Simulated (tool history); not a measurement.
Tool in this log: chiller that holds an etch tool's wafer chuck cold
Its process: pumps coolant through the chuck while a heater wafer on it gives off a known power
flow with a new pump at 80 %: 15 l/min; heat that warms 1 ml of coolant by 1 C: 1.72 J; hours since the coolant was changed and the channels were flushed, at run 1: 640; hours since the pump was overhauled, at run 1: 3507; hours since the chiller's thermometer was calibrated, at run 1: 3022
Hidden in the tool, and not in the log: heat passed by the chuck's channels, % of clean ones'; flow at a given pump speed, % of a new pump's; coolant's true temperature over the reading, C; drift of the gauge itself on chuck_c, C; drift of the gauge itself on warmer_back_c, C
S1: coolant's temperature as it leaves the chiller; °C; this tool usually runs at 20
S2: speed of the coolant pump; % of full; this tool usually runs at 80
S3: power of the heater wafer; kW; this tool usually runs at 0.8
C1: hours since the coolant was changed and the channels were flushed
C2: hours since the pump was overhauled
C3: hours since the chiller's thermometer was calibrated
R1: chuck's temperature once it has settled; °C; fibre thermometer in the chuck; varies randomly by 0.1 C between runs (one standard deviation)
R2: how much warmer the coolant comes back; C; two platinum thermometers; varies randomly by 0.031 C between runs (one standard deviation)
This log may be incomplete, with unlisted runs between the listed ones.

run    hour  S1  S2     S3    C1    C2    C3    R1    R2
  1       0  20  80    0.8   640  3507  3022  24.9  1.85
  2    77.1  20  80    0.8   717  3584  3099  24.7  1.86
  3   158.9  20  80    0.8   799  3666  3181    25  1.92
  4   247.8  20  80    0.8   888  3755  3270  24.9  1.87
  5     345  20  80    0.8   985  3852  3367  24.8   1.9
  6   451.8  20  80    0.8  1092  3959  3474  24.9  1.87
  7     554  20  80    0.8  1194  4061  3576  24.9  1.87
      625.7  -- chiller's thermometer calibrated
  8   668.2  20  80    0.8  1307  4174    43  24.9   1.9
  9   737.6  20  80    0.8  1377  4243   112    25  1.85
 10   862.7  20  80    0.8  1502  4368   237    25  1.82
 11   948.6  20  80    0.8  1588  4454   323  25.1  1.87
 12  1042.9  20  80    0.8  1682  4549   417  24.9  1.85
 13  1097.9  26  80    0.8  1737  4604   472  31.1   1.9
 14    1193  20  80  0.416  1832  4699   567  22.7  0.97
 15  1279.1  20  80  0.435  1918  4785   653  22.6  1.08
 16  1388.2  20  80  0.435  2027  4894   762  22.8  0.97
 17  1500.4  11  80  0.726  2140  5006   875  15.5  1.68
 18  1568.8  11  77  0.448  2208  5075   943  13.8  1.03
 19  1697.8  27  79  0.959  2337  5204  1072  33.1   2.3
 20  1766.5  20  88  0.487  2406  5272  1141  22.8  1.06
 21  1858.6  16  61  1.117  2498  5364  1233  24.6  3.46
 22  1964.4  23  66  1.041  2604  5470  1339  30.6  2.98
 23  2049.6  23  65  0.825  2689  5555  1424  29.1  2.31
 24  2117.7  23  65  0.825  2757  5623  1492  29.1  2.36

What will run 25 give?
 25  2198.2  26  68  0.409  2837  5704  1572   ?   ?

R1: 28.9 °C
R2: 1.13 C
Were there no unlogged condition in the tool, this run, its random variation unchanged, would have produced R1 28.9 °C, R2 1.12 C.

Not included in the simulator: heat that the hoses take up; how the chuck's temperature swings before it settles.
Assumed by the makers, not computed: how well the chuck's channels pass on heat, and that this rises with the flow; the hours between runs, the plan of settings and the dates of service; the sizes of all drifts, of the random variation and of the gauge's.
